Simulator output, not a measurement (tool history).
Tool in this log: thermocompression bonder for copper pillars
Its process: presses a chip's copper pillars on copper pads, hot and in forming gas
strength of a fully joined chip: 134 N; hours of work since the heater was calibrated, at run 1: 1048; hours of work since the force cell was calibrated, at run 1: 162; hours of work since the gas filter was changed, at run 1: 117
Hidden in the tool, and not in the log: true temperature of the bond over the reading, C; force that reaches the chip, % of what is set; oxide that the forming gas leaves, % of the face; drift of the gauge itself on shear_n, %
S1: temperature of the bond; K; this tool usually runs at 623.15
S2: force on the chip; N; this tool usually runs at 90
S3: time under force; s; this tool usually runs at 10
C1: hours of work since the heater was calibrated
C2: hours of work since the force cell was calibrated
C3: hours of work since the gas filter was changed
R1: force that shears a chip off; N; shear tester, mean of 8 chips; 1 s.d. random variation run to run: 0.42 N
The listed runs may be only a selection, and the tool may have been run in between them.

Run 1, hour 0.0: usual settings; C1 1048; C2 162; C3 117. Result: R1 58.2 N.
Run 2, hour 11.0: usual settings; C1 1056; C2 170; C3 125. Result: R1 57.3 N.
Run 3, hour 17.8: usual settings; C1 1061; C2 175; C3 130. Result: R1 57.3 N.
Run 4, hour 27.2: usual settings; C1 1067; C2 181; C3 136. Result: R1 57.3 N.
Run 5, hour 38.8: usual settings; C1 1075; C2 189; C3 144. Result: R1 57.5 N.
Run 6, hour 49.3: usual settings; C1 1082; C2 197; C3 152. Result: R1 57.0 N.
Run 7, hour 60.8: usual settings but S1 600.15 K; C1 1090; C2 204; C3 159. Result: R1 42.1 N.
Run 8, hour 68.5: usual settings but S1 600.15 K; C1 1096; C2 210; C3 165. Result: R1 42.9 N.
Run 9, hour 81.2: usual settings but S1 600.15 K, S3 11 s; C1 1104; C2 219; C3 174. Result: R1 44.5 N.
Run 10, hour 88.2: usual settings but S1 600.15 K, S3 11 s; C1 1109; C2 223; C3 178. Result: R1 44.6 N.
Run 11, hour 98.4: usual settings but S2 80 N; C1 1116; C2 230; C3 185. Result: R1 51.3 N.
Run 12, hour 110.3: usual settings but S2 80 N; C1 1125; C2 239; C3 194. Result: R1 50.8 N.
Run 13, hour 120.8: usual settings but S2 92 N; C1 1132; C2 246; C3 201. Result: R1 57.3 N.
Run 14, hour 131.1: usual settings but S2 92 N; C1 1139; C2 253; C3 208. Result: R1 57.3 N.
Run 15, hour 139.4: usual settings but S2 92 N; C1 1145; C2 259; C3 214. Result: R1 57.5 N.
Run 16, hour 146.8: usual settings; C1 1150; C2 264; C3 219. Result: R1 56.3 N.
Run 17, hour 155.7: usual settings; C1 1156; C2 270; C3 225. Result: R1 55.9 N.
Run 18, hour 166.7: usual settings; C1 1164; C2 278; C3 233. Result: R1 55.5 N.
Run 19, hour 173.9: usual settings but S2 58 N; C1 1168; C2 283; C3 238. Result: R1 36.5 N.
Run 20, hour 185.8: usual settings but S2 58 N; C1 1177; C2 291; C3 246. Result: R1 35.9 N.
Run 21, hour 197.3: usual settings but S1 639.15 K, S2 58 N, S3 15 s; C1 1185; C2 299; C3 254. Result: R1 50.8 N.
Run 22, hour 208.2: usual settings but S1 644.15 K, S2 80 N, S3 24 s; C1 1192; C2 306; C3 261. Result: R1 82.2 N.
Run 23, hour 219.8: usual settings but S1 604.15 K, S2 88 N, S3 24 s; C1 1200; C2 314; C3 269. Result: R1 59.8 N.
Run 24, hour 226.3: usual settings but S2 74 N; C1 1205; C2 319; C3 274. Result: R1 45.6 N.
Run 25, hour 231.9: usual settings but S1 606.15 K, S2 69 N; C1 1209; C2 323; C3 278. Result: R1 34.3 N.
Run 26, hour 238.7: usual settings but S1 606.15 K, S2 69 N; C1 1213; C2 327; C3 282. Result: R1 33.7 N.
Run 27, hour 251.4: usual settings but S1 606.15 K, S2 69 N; C1 1222; C2 336; C3 291. Result: R1 33.8 N.
Run 28, hour 257.8: usual settings but S1 606.15 K, S2 69 N; C1 1226; C2 341; C3 295. Result: R1 33.9 N.
At hour 262.0: heater calibrated with a thermocouple chip.
Run 29, hour 267.8: usual settings but S1 643.15 K, S2 78 N, S3 8 s; C1 4; C2 346; C3 301. Result: R1 60.4 N.
Run 30, hour 274.7: usual settings but S1 608.15 K, S2 58 N, S3 8 s; C1 9; C2 351; C3 306. Result: R1 30.1 N.
Run 31, hour 284.7: usual settings but S1 638.15 K, S2 104 N, S3 6 s; C1 16; C2 358; C3 313. Result: R1 67.6 N.
Run 32, hour 294.1: usual settings but S1 629.15 K, S2 86 N, S3 6 s; C1 22; C2 364; C3 319. Result: R1 51.7 N.
Run 33, hour 306.0: usual settings but S1 629.15 K, S2 128 N, S3 26 s; C1 30; C2 372; C3 327. Result: R1 103.3 N.
Run 34, hour 318.4: usual settings but S1 631.15 K, S2 100 N, S3 6 s; C1 39; C2 381; C3 336. Result: R1 60.3 N.
Run 35, hour 330.8: usual settings but S1 631.15 K, S2 100 N, S3 8 s; C1 47; C2 390; C3 345. Result: R1 65.1 N.
Run 36, hour 339.3: usual settings but S1 631.15 K, S2 100 N, S3 8 s; C1 53; C2 395; C3 350. Result: R1 66.6 N.
At hour 350.2: forming gas filter changed.
Run 37, hour 351.6: usual settings but S1 631.15 K, S2 100 N, S3 8 s; C1 62; C2 404; C3 1. Result: R1 71.2 N.
Run 38, hour 357.9: usual settings but S3 18 s; C1 66; C2 408; C3 5. Result: R1 79.0 N.
Run 39, hour 368.6: usual settings but S3 18 s; C1 73; C2 415; C3 13. Result: R1 79.3 N.

Forecast each of these 5 alternatives for the next run:
Run A, hour 380.3: usual settings but S1 648.15 K; C1 81; C2 423; C3 21. Result: R1 ?.
Run B, hour 380.3: usual settings but S1 627.15 K, S2 67 N, S3 22 s; C1 81; C2 423; C3 21. Result: R1 ?.
Run C, hour 380.3: usual settings but S1 608.15 K, S2 69 N, S3 11 s; C1 81; C2 423; C3 21. Result: R1 ?.
Run D, hour 380.3: usual settings but S1 641.15 K, S2 107 N, S3 20 s; C1 81; C2 423; C3 21. Result: R1 ?.
Run E, hour 380.3: usual settings but S1 647.15 K, S2 63 N; C1 81; C2 423; C3 21. Result: R1 ?.

run     R1
  A   82.2
  B   69.1
  C   44.5
  D  103.3
  E   60.1
Without the tool's hidden state the same runs would have given:
run     R1
  A   81.2
  B   68.2
  C   43.7
  D  102.5
  E   59.2
